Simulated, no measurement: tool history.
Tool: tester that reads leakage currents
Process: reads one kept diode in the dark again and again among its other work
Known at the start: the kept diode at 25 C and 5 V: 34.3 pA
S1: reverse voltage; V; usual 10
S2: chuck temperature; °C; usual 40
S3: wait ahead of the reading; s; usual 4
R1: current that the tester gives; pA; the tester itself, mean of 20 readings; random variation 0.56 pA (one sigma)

run,hour,S1,S2,S3,R1
1,0,10,40,4,184.36
2,29.7,10,40,4,184.73
3,46,10,31,4,86.06
4,72.3,10,31,4,86.35
5,100.8,10,31,4,86.04
6,115.9,10,31,4,85.94
7,139.8,10,31,0.3,95.88
8,167.7,10,31,0.3,95.79
9,181.8,10,31,0.3,96.61
10,197,10,31,0.3,96.05
11,213.2,10,31,0.3,96.21
12,230.4,10,31,0.3,96.23
13,255.9,3,53,1.1,275.52
14,285.5,1.1,53,1.1,160.78
15,315.5,1.1,53,1.1,160.77
16,344.9,1.1,53,1.1,161.07
17,370.6,10,26,4,56.92
18,397.9,10,54,3.59,564.95
19,411.7,10,54,3.59,567.03
20,428,16.5,38,9.84,207.26
21,459.4,1.5,40,6.93,65.98
22,484,3.5,23,0.66,25.53
23,505.1,7.8,58,0.53,673.07
24,534.5,10,22,4,40.3

Not shown: 2 entries that the log had between the listed runs. Between which runs, and how does the tool's hidden state differ before and after?
Between runs 15 and 16: tester calibrated (hour 319.1)
  stray current of the dirty probe card, pA a volt: 0.264 -> 0.271; current scale over the true one, %: 0.45 -> 0.67
  measured less the result without the state, R1: -3.35 -> -3.03 pA
Between runs 20 and 21: tester calibrated, once more (hour 455.7)
  stray current of the dirty probe card, pA a volt: 0.297 -> 0.306; current scale over the true one, %: 0.71 -> 0.01
  measured less the result without the state, R1: -0.21 -> -1.61 pA

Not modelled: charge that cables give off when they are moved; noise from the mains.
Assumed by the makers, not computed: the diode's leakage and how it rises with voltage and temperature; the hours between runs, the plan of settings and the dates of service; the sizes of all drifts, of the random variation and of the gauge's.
